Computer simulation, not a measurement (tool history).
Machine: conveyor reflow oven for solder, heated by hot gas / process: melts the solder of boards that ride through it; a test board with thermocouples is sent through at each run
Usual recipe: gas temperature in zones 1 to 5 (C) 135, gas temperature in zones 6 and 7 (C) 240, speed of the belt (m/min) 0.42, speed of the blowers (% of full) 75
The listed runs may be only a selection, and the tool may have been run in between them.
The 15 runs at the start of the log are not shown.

run   hour  gas temperature in zones 1 to 5 (C)  gas temperature in zones 6 and 7 (C)  speed of the belt (m/min)  speed of the blowers (% of full)  hours of work since the flux was cleaned out  hours of work since the belt drive was overhauled  hours of work since the thermocouples were changed  highest temperature of the board (C)  time above the solder's melting point (s)
 16  278.7                                  135                                   240                       0.42                                69                                           300                                                526                                                 562                                 224.1                                       81.3
 17  303.4                                  135                                   240                       0.42                                69                                           314                                                540                                                 576                                 224.4                                       81.5
     314.9  -- thermocouples of zones 6 and 7 changed
 18  318.5                                  135                                   240                       0.42                                69                                           321                                                547                                                   2                                 224.8                                       82.9
     324.6  -- belt drive overhauled, speed set with a stopwatch
 19  344.1                                  130                                   240                      0.496                                81                                           333                                                 11                                                  14                                   221                                       64.5
 20  368.2                                  130                                   251                      0.352                                79                                           346                                                 24                                                  27                                 241.3                                      110.9
 21  387.4                                  135                                   235                       0.42                                73                                           356                                                 34                                                  37                                 221.3                                       79.6
 22  398.3                                  126                                   240                      0.366                                53                                           362                                                 40                                                  43                                 224.7                                       90.8
 23  413.9                                  146                                   246                       0.42                                75                                           371                                                 49                                                  52                                   233                                       93.4
     431.5  -- belt drive overhauled, speed set with a stopwatch, once more
 24  442.2                                  142                                   246                      0.489                                65                                           384                                                  6                                                  65                                 224.8                                       71.4
 25  456.4                                  142                                   246                      0.489                                65                                           392                                                 14                                                  73                                 224.6                                       71.1
 26  475.8                                  142                                   246                      0.489                                65                                           402                                                 24                                                  83                                 224.2                                       71.5
 27  490.7                                  142                                   246                      0.489                                65                                           410                                                 32                                                  91                                 224.1                                       70.9
 28  501.2                                  133                                   246                      0.489                                71                                           416                                                 38                                                  97                                 223.8                                       67.2
 29  522.9                                  135                                   248                       0.42                                83                                           428                                                 50                                                 109                                 233.5                                       87.8
 30  546.8                                  135                                   240                       0.42                                56                                           441                                                 63                                                 122                                 220.6                                         77

Alternative continuations, all from the tool just after run 30; predict every row:
  A  571.5                                  149                                   240                       0.42                                52                                           454                                                 76                                                 135                                     ?                                          ?
  B  571.5                                  126                                   240                      0.353                                75                                           454                                                 76                                                 135                                     ?                                          ?
  C  571.5                                  134                                   240                       0.45                                87                                           454                                                 76                                                 135                                     ?                                          ?
  D  571.5                                  135                                   241                      0.361                                75                                           454                                                 76                                                 135                                     ?                                          ?
  E  571.5                                  135                                   240                      0.425                                75                                           454                                                 76                                                 135                                     ?                                          ?

run  highest temperature of the board (C)  time above the solder's melting point (s)
  A                                 222.9                                       85.6
  B                                 228.4                                         97
  C                                 223.9                                       74.8
  D                                 229.7                                       99.7
  E                                 223.9                                       79.7
Take away the tool's hidden state, keep each run's random variation, and the runs would have read:
run  highest temperature of the board (C)  time above the solder's melting point (s)
  A                                 226.4                                       88.6
  B                                 232.2                                      100.8
  C                                 228.9                                       78.9
  D                                 233.3                                      102.7
  E                                 228.4                                       83.6
